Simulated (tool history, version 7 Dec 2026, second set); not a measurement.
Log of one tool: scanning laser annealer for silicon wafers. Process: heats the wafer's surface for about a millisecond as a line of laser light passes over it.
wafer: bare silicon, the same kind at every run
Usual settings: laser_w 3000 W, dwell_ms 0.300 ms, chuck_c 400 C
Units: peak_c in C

| run | hour | laser_w | dwell_ms | chuck_c | peak_c |
|---|---|---|---|---|---|
| 1 | 0.0 | 3000 | 0.300 | 400 | 1110 |
| 2 | 12.0 | 3000 | 0.300 | 400 | 1107 |
| 3 | 22.8 | 3000 | 0.227 | 400 | 1009 |
| 4 | 29.5 | 3000 | 0.227 | 400 | 1009 |
| 5 | 36.6 | 3000 | 0.227 | 400 | 1005 |
| 6 | 46.1 | 3000 | 0.258 | 400 | 1053 |
| 7 | 52.5 | 3000 | 0.288 | 400 | 1092 |
| 8 | 60.6 | 3000 | 0.288 | 400 | 1094 |
| 9 | 69.7 | 2973 | 0.300 | 400 | 1097 |
| 10 | 79.7 | 2973 | 0.300 | 400 | 1098 |
| 11 | 85.4 | 2973 | 0.300 | 400 | 1100 |
| 12 | 95.8 | 3000 | 0.300 | 400 | 1105 |
| 13 | 101.6 | 3252 | 0.300 | 400 | 1186 |
| 14 | 108.2 | 2793 | 0.300 | 400 | 1044 |
| 15 | 119.3 | 2793 | 0.300 | 400 | 1044 |
| 16 | 127.6 | 3000 | 0.306 | 400 | 1116 |
| 17 | 132.5 | 3000 | 0.306 | 400 | 1117 |
| 18 | 142.0 | 3000 | 0.306 | 400 | 1117 |
| 19 | 149.2 | 3205 | 0.228 | 369 | 1032 |
| 20 | 160.3 | 3205 | 0.341 | 369 | 1197 |
| 21 | 167.5 | 3205 | 0.341 | 369 | 1199 |
| 22 | 172.5 | 2737 | 0.250 | 397 | 964 |
| 23 | 180.7 | 2737 | 0.250 | 397 | 965 |
| 24 | 188.8 | 2737 | 0.250 | 397 | 962 |
| 25 | 195.9 | 3250 | 0.371 | 376 | 1259 |
| 26 | 204.7 | 2630 | 0.340 | 384 | 1017 |
| 27 | 214.0 | 2630 | 0.340 | 384 | 1018 |
| 28 | 225.8 | 2630 | 0.340 | 384 | 1021 |
| 29 | 237.9 | 2630 | 0.340 | 384 | 1019 |
| 30 | 248.4 | 2630 | 0.340 | 384 | 1018 |
| 31 | 259.4 | 2975 | 0.255 | 371 | 1009 |
| 32 | 270.9 | 3000 | 0.246 | 400 | 1032 |
| 33 | 276.9 | 3159 | 0.319 | 400 | 1182 |
| 34 | 285.7 | 3255 | 0.368 | 392 | 1273 |
| 35 | 292.7 | 3255 | 0.368 | 392 | 1271 |

5 ways to go on from here, each from the tool as it stands after run 35. What would each give?
| A | 302.4 | 3000 | 0.300 | 413 | ? |
| B | 302.4 | 2565 | 0.281 | 399 | ? |
| C | 302.4 | 3255 | 0.298 | 417 | ? |
| D | 302.4 | 3255 | 0.332 | 392 | ? |
| E | 302.4 | 3000 | 0.341 | 428 | ? |

| run | peak_c |
|---|---|
| A | 1118 |
| B | 952 |
| C | 1201 |
| D | 1225 |
| E | 1186 |
Without the tool's hidden state the same runs would have given:
| run | peak_c |
|---|---|
| A | 1119 |
| B | 953 |
| C | 1202 |
| D | 1226 |
| E | 1187 |
